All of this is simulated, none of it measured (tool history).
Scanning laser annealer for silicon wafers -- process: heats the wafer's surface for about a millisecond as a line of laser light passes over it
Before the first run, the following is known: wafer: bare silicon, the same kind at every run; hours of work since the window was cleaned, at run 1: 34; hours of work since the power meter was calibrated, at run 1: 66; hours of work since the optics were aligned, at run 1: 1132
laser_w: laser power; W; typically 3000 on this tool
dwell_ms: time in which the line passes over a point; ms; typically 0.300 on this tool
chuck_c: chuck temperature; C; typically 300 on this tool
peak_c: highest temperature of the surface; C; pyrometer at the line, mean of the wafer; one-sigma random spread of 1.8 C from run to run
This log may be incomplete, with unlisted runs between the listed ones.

run	hour	laser_w	dwell_ms	chuck_c	hours of work since the window was cleaned	hours of work since the power meter was calibrated	hours of work since the optics were aligned	peak_c
1	0.0	3000	0.300	300	34	66	1132	1030
2	5.4	3000	0.300	300	38	70	1136	1030
3	16.2	3000	0.300	300	46	78	1144	1030
4	23.9	3000	0.300	300	52	84	1150	1029
5	30.0	3000	0.300	300	57	88	1155	1024
6	36.1	3000	0.300	310	61	93	1159	1038
7	44.3	3000	0.300	310	67	99	1165	1039
8	53.4	3000	0.300	300	74	106	1172	1026
9	61.7	3000	0.300	300	80	112	1178	1028
10	73.3	3000	0.300	300	89	121	1187	1025
11	82.7	3000	0.300	300	96	128	1194	1026
12	92.0	3000	0.300	300	103	135	1201	1026
13	98.1	3000	0.300	300	107	139	1206	1022
14	106.5	3000	0.300	328	114	146	1212	1050
15	117.7	3128	0.300	300	122	154	1220	1057
16	125.8	3128	0.300	300	128	160	1226	1060
17	130.9	2720	0.369	267	132	164	1230	1001
18	137.4	3133	0.300	282	137	169	1235	1040
19	149.6	3133	0.300	282	146	178	1244	1042
20	160.6	3133	0.300	282	154	186	1252	1040
21	167.7	2658	0.300	287	159	191	1258	920
22	178.0	3216	0.215	287	167	199	1265	932
23	187.9	2944	0.215	338	174	206	1273	924
24	195.4	3000	0.312	300	180	212	1278	1037
25	201.3	3069	0.300	300	184	216	1283	1044
26	207.0	2737	0.238	300	189	221	1287	873
# hour 215.5: optics aligned, line set to its width
27	222.9	3000	0.354	337	197	229	6	1140
28	233.3	2567	0.237	327	205	236	13	866
29	244.6	2567	0.237	327	213	245	22	870
30	254.0	3000	0.350	335	220	252	29	1132
31	264.9	3000	0.350	335	228	260	37	1130
32	272.0	3000	0.350	335	233	265	42	1128

Here are 5 independent what-if runs from the current tool condition. What would each one return?
A	281.3	3000	0.350	322	240	272	49	?
B	281.3	2623	0.350	335	240	272	49	?
C	281.3	3000	0.350	302	240	272	49	?
D	281.3	2908	0.302	335	240	272	49	?
E	281.3	2719	0.300	302	240	272	49	?

run	peak_c
A	1118
B	1022
C	1097
D	1038
E	955
Stripped of hidden state, with their random variation kept, the same runs would have yielded:
run	peak_c
A	1133
B	1035
C	1112
D	1052
E	967

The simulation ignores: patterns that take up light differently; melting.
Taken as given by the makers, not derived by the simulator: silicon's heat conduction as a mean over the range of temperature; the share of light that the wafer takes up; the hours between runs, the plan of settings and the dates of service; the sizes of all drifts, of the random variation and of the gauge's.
